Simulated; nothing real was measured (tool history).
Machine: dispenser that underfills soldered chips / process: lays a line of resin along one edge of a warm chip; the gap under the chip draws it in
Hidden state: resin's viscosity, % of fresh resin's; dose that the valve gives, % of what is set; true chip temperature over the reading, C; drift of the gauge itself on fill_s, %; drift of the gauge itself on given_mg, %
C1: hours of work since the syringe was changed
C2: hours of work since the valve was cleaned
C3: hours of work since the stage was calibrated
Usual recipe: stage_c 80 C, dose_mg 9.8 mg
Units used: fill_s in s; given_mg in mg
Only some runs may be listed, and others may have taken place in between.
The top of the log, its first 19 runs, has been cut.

{"run": 20, "hour": 136.5, "stage_c": 68, "dose_mg": 11.93, "C1": 6, "C2": 14, "C3": 99, "fill_s": 314.1, "given_mg": 11.82}
{"hour": 138.7, "done": "new syringe of resin"}
{"run": 21, "hour": 144.8, "stage_c": 95, "dose_mg": 9.09, "C1": 4, "C2": 19, "C3": 104, "fill_s": 92.2, "given_mg": 8.98}
{"hour": 150.3, "done": "new syringe of resin"}
{"run": 22, "hour": 152.1, "stage_c": 95, "dose_mg": 9.09, "C1": 1, "C2": 24, "C3": 109, "fill_s": 75.7, "given_mg": 9.01}
{"run": 23, "hour": 159.7, "stage_c": 72, "dose_mg": 9.99, "C1": 6, "C2": 29, "C3": 114, "fill_s": 264, "given_mg": 9.88}
{"hour": 161.7, "done": "new syringe of resin"}
{"run": 24, "hour": 168.3, "stage_c": 72, "dose_mg": 9.99, "C1": 4, "C2": 34, "C3": 119, "fill_s": 243.8, "given_mg": 9.82}
{"hour": 173.4, "done": "new syringe of resin"}
{"run": 25, "hour": 175.5, "stage_c": 92, "dose_mg": 12.05, "C1": 1, "C2": 39, "C3": 124, "fill_s": 85.4, "given_mg": 11.88}
{"run": 26, "hour": 184.0, "stage_c": 68, "dose_mg": 12.05, "C1": 7, "C2": 44, "C3": 130, "fill_s": 319.9, "given_mg": 11.76}
{"hour": 184.9, "done": "new syringe of resin"}
{"run": 27, "hour": 191.5, "stage_c": 77, "dose_mg": 9.66, "C1": 4, "C2": 49, "C3": 134, "fill_s": 195, "given_mg": 9.39}
{"hour": 194.6, "done": "dispensing valve cleaned and set on the balance"}
{"hour": 197.5, "done": "new syringe of resin"}
{"run": 28, "hour": 200.4, "stage_c": 77, "dose_mg": 9.66, "C1": 2, "C2": 4, "C3": 139, "fill_s": 163.2, "given_mg": 9.55}
{"hour": 209.2, "done": "new syringe of resin"}
{"run": 29, "hour": 209.5, "stage_c": 77, "dose_mg": 9.66, "C1": 0, "C2": 9, "C3": 145, "fill_s": 149.7, "given_mg": 9.55}
{"run": 30, "hour": 213.2, "stage_c": 79, "dose_mg": 8.87, "C1": 3, "C2": 12, "C3": 147, "fill_s": 159.1, "given_mg": 8.79}
{"hour": 220.6, "done": "new syringe of resin"}
{"run": 31, "hour": 221.2, "stage_c": 92, "dose_mg": 12.21, "C1": 0, "C2": 17, "C3": 152, "fill_s": 83, "given_mg": 12.03}
{"run": 32, "hour": 225.6, "stage_c": 89, "dose_mg": 11.69, "C1": 3, "C2": 20, "C3": 155, "fill_s": 110.3, "given_mg": 11.52}
{"run": 33, "hour": 229.9, "stage_c": 71, "dose_mg": 10.67, "C1": 6, "C2": 23, "C3": 158, "fill_s": 280, "given_mg": 10.45}
{"hour": 232.3, "done": "new syringe of resin"}
{"run": 34, "hour": 233.9, "stage_c": 91, "dose_mg": 10.15, "C1": 1, "C2": 25, "C3": 161, "fill_s": 90.1, "given_mg": 9.98}
{"run": 35, "hour": 238.5, "stage_c": 91, "dose_mg": 10.15, "C1": 4, "C2": 28, "C3": 164, "fill_s": 106.2, "given_mg": 9.96}
{"hour": 243.8, "done": "new syringe of resin"}
{"run": 36, "hour": 247.4, "stage_c": 91, "dose_mg": 10.15, "C1": 2, "C2": 34, "C3": 169, "fill_s": 98.3, "given_mg": 10}

Consider 3 possible next runs. They are alternatives, not a sequence: every one starts from the tool as it was left by run 36. What does each give?
{"run": "A", "hour": 253.0, "stage_c": 75, "dose_mg": 9.58, "C1": 6, "C2": 37, "C3": 173, "fill_s": "?", "given_mg": "?"}
{"run": "B", "hour": 253.0, "stage_c": 88, "dose_mg": 10.67, "C1": 6, "C2": 37, "C3": 173, "fill_s": "?", "given_mg": "?"}
{"run": "C", "hour": 253.0, "stage_c": 91, "dose_mg": 8.82, "C1": 6, "C2": 37, "C3": 173, "fill_s": "?", "given_mg": "?"}

run=A fill_s=236.4 given_mg=9.4
run=B fill_s=133.8 given_mg=10.49
run=C fill_s=121 given_mg=8.67
With the hidden condition removed and each run's random variation left untouched, the same runs would have given:
run=A fill_s=173.6 given_mg=9.61
run=B fill_s=97.9 given_mg=10.72
run=C fill_s=88.2 given_mg=8.86

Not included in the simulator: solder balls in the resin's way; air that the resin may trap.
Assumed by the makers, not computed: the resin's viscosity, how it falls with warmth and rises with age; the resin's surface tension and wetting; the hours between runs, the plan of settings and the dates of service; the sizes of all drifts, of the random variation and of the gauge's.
